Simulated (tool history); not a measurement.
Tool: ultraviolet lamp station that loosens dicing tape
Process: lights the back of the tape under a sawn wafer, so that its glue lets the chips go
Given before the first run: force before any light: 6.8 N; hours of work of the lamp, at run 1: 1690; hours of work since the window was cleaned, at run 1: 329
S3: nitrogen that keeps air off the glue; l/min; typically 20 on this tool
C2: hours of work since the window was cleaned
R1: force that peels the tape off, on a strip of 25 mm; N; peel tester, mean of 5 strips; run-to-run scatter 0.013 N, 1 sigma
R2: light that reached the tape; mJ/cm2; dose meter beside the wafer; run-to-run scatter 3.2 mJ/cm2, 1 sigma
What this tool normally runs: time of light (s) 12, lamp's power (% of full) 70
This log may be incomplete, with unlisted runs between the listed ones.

{"run": 1, "hour": 0.0, "time of light (s)": 12, "lamp's power (% of full)": 70, "S3": 20, "hours of work of the lamp": 1690, "C2": 329, "R1": 1.593, "R2": 294}
{"run": 2, "hour": 46.0, "time of light (s)": 12, "lamp's power (% of full)": 70, "S3": 20, "hours of work of the lamp": 1711, "C2": 350, "R1": 1.566, "R2": 289}
{"run": 3, "hour": 117.3, "time of light (s)": 12, "lamp's power (% of full)": 70, "S3": 23, "hours of work of the lamp": 1744, "C2": 383, "R1": 1.471, "R2": 284}
{"hour": 167.0, "done": "window cleaned of glue's vapour"}
{"run": 4, "hour": 195.6, "time of light (s)": 12, "lamp's power (% of full)": 70, "S3": 18, "hours of work of the lamp": 1780, "C2": 13, "R1": 1.819, "R2": 263}
{"run": 5, "hour": 274.8, "time of light (s)": 12, "lamp's power (% of full)": 70, "S3": 18, "hours of work of the lamp": 1817, "C2": 50, "R1": 1.889, "R2": 256}
{"run": 6, "hour": 327.0, "time of light (s)": 12, "lamp's power (% of full)": 70, "S3": 18, "hours of work of the lamp": 1841, "C2": 74, "R1": 1.98, "R2": 252}
{"run": 7, "hour": 402.8, "time of light (s)": 12, "lamp's power (% of full)": 70, "S3": 18, "hours of work of the lamp": 1876, "C2": 109, "R1": 2.06, "R2": 248}
{"run": 8, "hour": 440.7, "time of light (s)": 12, "lamp's power (% of full)": 70, "S3": 18, "hours of work of the lamp": 1893, "C2": 126, "R1": 2.062, "R2": 244}
{"run": 9, "hour": 533.5, "time of light (s)": 12, "lamp's power (% of full)": 70, "S3": 20, "hours of work of the lamp": 1936, "C2": 169, "R1": 1.984, "R2": 240}
{"run": 10, "hour": 572.0, "time of light (s)": 12, "lamp's power (% of full)": 70, "S3": 20, "hours of work of the lamp": 1954, "C2": 187, "R1": 2.068, "R2": 245}
{"hour": 592.3, "done": "lamp changed"}
{"run": 11, "hour": 660.3, "time of light (s)": 12, "lamp's power (% of full)": 70, "S3": 20, "hours of work of the lamp": 31, "C2": 227, "R1": 0.914, "R2": 403}
{"hour": 727.7, "done": "window cleaned of glue's vapour, once more"}
{"run": 12, "hour": 740.4, "time of light (s)": 12, "lamp's power (% of full)": 70, "S3": 20, "hours of work of the lamp": 68, "C2": 6, "R1": 0.633, "R2": 481}
{"run": 13, "hour": 802.4, "time of light (s)": 12, "lamp's power (% of full)": 70, "S3": 20, "hours of work of the lamp": 97, "C2": 34, "R1": 0.671, "R2": 476}
{"run": 14, "hour": 840.6, "time of light (s)": 12, "lamp's power (% of full)": 70, "S3": 20, "hours of work of the lamp": 114, "C2": 52, "R1": 0.648, "R2": 472}
{"run": 15, "hour": 879.3, "time of light (s)": 12, "lamp's power (% of full)": 70, "S3": 20, "hours of work of the lamp": 132, "C2": 70, "R1": 0.707, "R2": 468}
{"run": 16, "hour": 967.9, "time of light (s)": 12, "lamp's power (% of full)": 70, "S3": 20, "hours of work of the lamp": 173, "C2": 111, "R1": 0.723, "R2": 464}
{"run": 17, "hour": 1019.6, "time of light (s)": 12, "lamp's power (% of full)": 70, "S3": 20, "hours of work of the lamp": 197, "C2": 135, "R1": 0.714, "R2": 456}
{"run": 18, "hour": 1103.6, "time of light (s)": 12, "lamp's power (% of full)": 81, "S3": 20, "hours of work of the lamp": 236, "C2": 173, "R1": 0.561, "R2": 516}
{"run": 19, "hour": 1194.2, "time of light (s)": 12, "lamp's power (% of full)": 79, "S3": 20, "hours of work of the lamp": 277, "C2": 215, "R1": 0.574, "R2": 495}
{"run": 20, "hour": 1279.3, "time of light (s)": 12, "lamp's power (% of full)": 70, "S3": 20, "hours of work of the lamp": 317, "C2": 254, "R1": 0.794, "R2": 431}
{"run": 21, "hour": 1336.8, "time of light (s)": 8, "lamp's power (% of full)": 66, "S3": 31, "hours of work of the lamp": 343, "C2": 281, "R1": 1.521, "R2": 270}
{"run": 22, "hour": 1401.2, "time of light (s)": 8, "lamp's power (% of full)": 71, "S3": 30, "hours of work of the lamp": 373, "C2": 311, "R1": 1.442, "R2": 284}
{"run": 23, "hour": 1483.3, "time of light (s)": 8, "lamp's power (% of full)": 71, "S3": 30, "hours of work of the lamp": 411, "C2": 349, "R1": 1.405, "R2": 283}
{"run": 24, "hour": 1527.8, "time of light (s)": 13, "lamp's power (% of full)": 62, "S3": 11, "hours of work of the lamp": 431, "C2": 369, "R1": 1.234, "R2": 395}
{"run": 25, "hour": 1600.3, "time of light (s)": 15, "lamp's power (% of full)": 61, "S3": 11, "hours of work of the lamp": 465, "C2": 403, "R1": 1.084, "R2": 439}
{"hour": 1605.0, "done": "window cleaned of glue's vapour"}
{"run": 26, "hour": 1689.7, "time of light (s)": 22, "lamp's power (% of full)": 72, "S3": 18, "hours of work of the lamp": 506, "C2": 39, "R1": 0.196, "R2": 821}
{"run": 27, "hour": 1758.2, "time of light (s)": 23, "lamp's power (% of full)": 78, "S3": 17, "hours of work of the lamp": 537, "C2": 71, "R1": 0.154, "R2": 915}
{"run": 28, "hour": 1796.1, "time of light (s)": 12, "lamp's power (% of full)": 72, "S3": 33, "hours of work of the lamp": 555, "C2": 88, "R1": 0.647, "R2": 433}
{"run": 29, "hour": 1833.7, "time of light (s)": 12, "lamp's power (% of full)": 63, "S3": 32, "hours of work of the lamp": 572, "C2": 106, "R1": 0.834, "R2": 378}
{"run": 30, "hour": 1877.1, "time of light (s)": 8, "lamp's power (% of full)": 63, "S3": 38, "hours of work of the lamp": 592, "C2": 126, "R1": 1.57, "R2": 250}
{"run": 31, "hour": 1938.3, "time of light (s)": 8, "lamp's power (% of full)": 81, "S3": 38, "hours of work of the lamp": 620, "C2": 154, "R1": 1.091, "R2": 319}
{"run": 32, "hour": 1986.3, "time of light (s)": 19, "lamp's power (% of full)": 75, "S3": 38, "hours of work of the lamp": 643, "C2": 176, "R1": 0.208, "R2": 695}

Run 33 is up next; what results do you expect?
{"run": 33, "hour": 2039.3, "time of light (s)": 12, "lamp's power (% of full)": 72, "S3": 20, "hours of work of the lamp": 667, "C2": 200, "R1": "?", "R2": "?"}

{"run 33": {"R1": 0.848, "R2": 422}}
Without the tool's hidden state the same run would have given R1 0.559 N, R2 516 mJ/cm2.
